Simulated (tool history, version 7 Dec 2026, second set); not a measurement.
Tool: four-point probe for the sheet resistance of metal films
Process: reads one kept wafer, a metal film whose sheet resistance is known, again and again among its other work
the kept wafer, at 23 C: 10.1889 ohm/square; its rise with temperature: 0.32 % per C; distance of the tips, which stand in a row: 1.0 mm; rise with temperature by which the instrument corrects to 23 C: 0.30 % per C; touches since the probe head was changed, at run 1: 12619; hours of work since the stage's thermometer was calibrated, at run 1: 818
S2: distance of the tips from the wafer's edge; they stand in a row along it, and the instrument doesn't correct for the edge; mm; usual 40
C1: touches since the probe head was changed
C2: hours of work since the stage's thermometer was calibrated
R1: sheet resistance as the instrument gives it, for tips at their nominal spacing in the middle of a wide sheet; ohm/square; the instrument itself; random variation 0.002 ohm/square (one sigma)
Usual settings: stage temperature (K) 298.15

{"run": 1, "hour": 0.0, "stage temperature (K)": 298.15, "S2": 40, "C1": 12619, "C2": 818, "R1": 10.269489}
{"run": 2, "hour": 12.3, "stage temperature (K)": 298.15, "S2": 40, "C1": 13349, "C2": 827, "R1": 10.27172}
{"run": 3, "hour": 25.3, "stage temperature (K)": 298.15, "S2": 40, "C1": 14115, "C2": 837, "R1": 10.267244}
{"run": 4, "hour": 38.0, "stage temperature (K)": 298.15, "S2": 40, "C1": 14868, "C2": 847, "R1": 10.27273}
{"run": 5, "hour": 50.3, "stage temperature (K)": 298.15, "S2": 40, "C1": 15594, "C2": 856, "R1": 10.274897}
{"run": 6, "hour": 65.6, "stage temperature (K)": 298.15, "S2": 40, "C1": 16502, "C2": 868, "R1": 10.274547}
{"run": 7, "hour": 84.2, "stage temperature (K)": 298.15, "S2": 40, "C1": 17600, "C2": 882, "R1": 10.275343}
{"run": 8, "hour": 102.6, "stage temperature (K)": 298.15, "S2": 40, "C1": 18688, "C2": 897, "R1": 10.272986}
{"run": 9, "hour": 118.0, "stage temperature (K)": 298.15, "S2": 40, "C1": 19605, "C2": 909, "R1": 10.280798}
{"run": 10, "hour": 131.9, "stage temperature (K)": 298.15, "S2": 40, "C1": 20425, "C2": 919, "R1": 10.278436}
{"run": 11, "hour": 143.0, "stage temperature (K)": 293.15, "S2": 4, "C1": 21084, "C2": 928, "R1": 10.597496}
{"run": 12, "hour": 154.9, "stage temperature (K)": 307.15, "S2": 33, "C1": 21788, "C2": 937, "R1": 10.296253}
{"run": 13, "hour": 168.9, "stage temperature (K)": 292.15, "S2": 11, "C1": 22614, "C2": 948, "R1": 10.298492}
{"run": 14, "hour": 181.3, "stage temperature (K)": 306.15, "S2": 74, "C1": 23348, "C2": 957, "R1": 10.295242}
{"run": 15, "hour": 191.3, "stage temperature (K)": 306.15, "S2": 74, "C1": 23939, "C2": 965, "R1": 10.294255}
{"run": 16, "hour": 203.7, "stage temperature (K)": 306.15, "S2": 74, "C1": 24672, "C2": 975, "R1": 10.294942}
{"run": 17, "hour": 223.0, "stage temperature (K)": 305.15, "S2": 4, "C1": 25818, "C2": 990, "R1": 10.628486}
{"run": 18, "hour": 243.4, "stage temperature (K)": 305.15, "S2": 4, "C1": 27023, "C2": 1005, "R1": 10.628285}
{"run": 19, "hour": 254.2, "stage temperature (K)": 303.15, "S2": 21, "C1": 27662, "C2": 1014, "R1": 10.306137}

5 ways to go on from here, each from the tool as it stands after run 19. What would each give?
{"run": "A", "hour": 268.7, "stage temperature (K)": 297.15, "S2": 3, "C1": 28519, "C2": 1025, "R1": "?"}
{"run": "B", "hour": 268.7, "stage temperature (K)": 296.15, "S2": 63, "C1": 28519, "C2": 1025, "R1": "?"}
{"run": "C", "hour": 268.7, "stage temperature (K)": 298.15, "S2": 31, "C1": 28519, "C2": 1025, "R1": "?"}
{"run": "D", "hour": 268.7, "stage temperature (K)": 307.15, "S2": 4, "C1": 28519, "C2": 1025, "R1": "?"}
{"run": "E", "hour": 268.7, "stage temperature (K)": 303.15, "S2": 17, "C1": 28519, "C2": 1025, "R1": "?"}

run=A R1=10.860220
run=B R1=10.279709
run=C R1=10.289570
run=D R1=10.634623
run=E R1=10.312573
Without the tool's hidden state the same runs would have given:
run=A R1=10.766192
run=B R1=10.190313
run=C R1=10.200181
run=D R1=10.542836
run=E R1=10.223210
